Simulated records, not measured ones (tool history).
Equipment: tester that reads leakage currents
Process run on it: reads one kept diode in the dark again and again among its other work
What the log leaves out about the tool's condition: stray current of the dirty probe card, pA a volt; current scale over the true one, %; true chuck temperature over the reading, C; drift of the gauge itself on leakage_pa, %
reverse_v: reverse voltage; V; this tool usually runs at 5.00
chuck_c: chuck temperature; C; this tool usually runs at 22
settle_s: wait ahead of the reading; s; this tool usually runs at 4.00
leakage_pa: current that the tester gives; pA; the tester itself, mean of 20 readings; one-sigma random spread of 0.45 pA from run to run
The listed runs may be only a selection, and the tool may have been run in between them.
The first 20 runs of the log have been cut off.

run	hour	reverse_v	chuck_c	settle_s	hours of work since the probe card was cleaned	hours of work since the tester was calibrated	hours of work since the chuck was calibrated	leakage_pa
21	3554.2	17.03	46	4.00	1655	435	327	1674.70
22	3755.9	1.83	59	1.46	1815	595	488	1449.59
23	3890.3	5.89	49	1.46	1922	702	594	1245.99
# hour 4099.5: probe card cleaned and baked
24	4099.5	5.89	49	1.46	0	866	758	1224.58
25	4271.4	5.00	42	3.70	137	1003	895	680.23
26	4386.0	5.00	42	3.70	228	1094	986	678.21
27	4629.8	5.00	42	3.70	422	1288	1180	671.00
# hour 4714.1: chuck's temperature calibrated
28	4830.1	3.79	21	5.02	579	1445	92	121.79
29	5014.1	7.47	25	0.38	725	1592	238	236.98
30	5161.5	7.47	20	0.38	843	1709	356	159.37
31	5405.5	7.47	20	0.38	1037	1903	550	158.12
32	5589.9	7.47	20	0.38	1183	2049	696	158.22
33	5693.9	5.00	35	1.54	1266	2132	779	409.93
34	5855.0	5.00	35	1.54	1394	2260	907	404.12
35	6074.6	7.62	43	0.75	1569	2435	1082	881.52
# hour 6130.2: tester calibrated
36	6235.7	1.74	36	2.35	1695	84	1208	267.95
# hour 6294.4: chuck's temperature calibrated
37	6419.4	5.00	50	4.00	1840	228	99	1263.07
38	6606.8	5.00	50	4.00	1988	377	248	1261.05

Predict each of these 5 candidate next runs independently; none follows another, all start after run 38:
# hour 6724.1: probe card cleaned and baked
A	6862.9	6.48	22	8.35	110	578	449	?
# hour 6724.1: probe card cleaned and baked
B	6862.9	14.23	29	4.00	110	578	449	?
# hour 6724.1: probe card cleaned and baked
C	6862.9	3.07	56	4.00	110	578	449	?
# hour 6724.1: probe card cleaned and baked
D	6862.9	5.00	37	4.00	110	578	449	?
# hour 6724.1: probe card cleaned and baked
E	6862.9	3.00	50	4.00	110	578	449	?

run	leakage_pa
A	162.04
B	412.27
C	1476.67
D	474.57
E	972.52
Stripped of hidden state, with their random variation kept, the same runs would have yielded:
run	leakage_pa
A	167.88
B	426.66
C	1525.45
D	491.52
E	1005.58
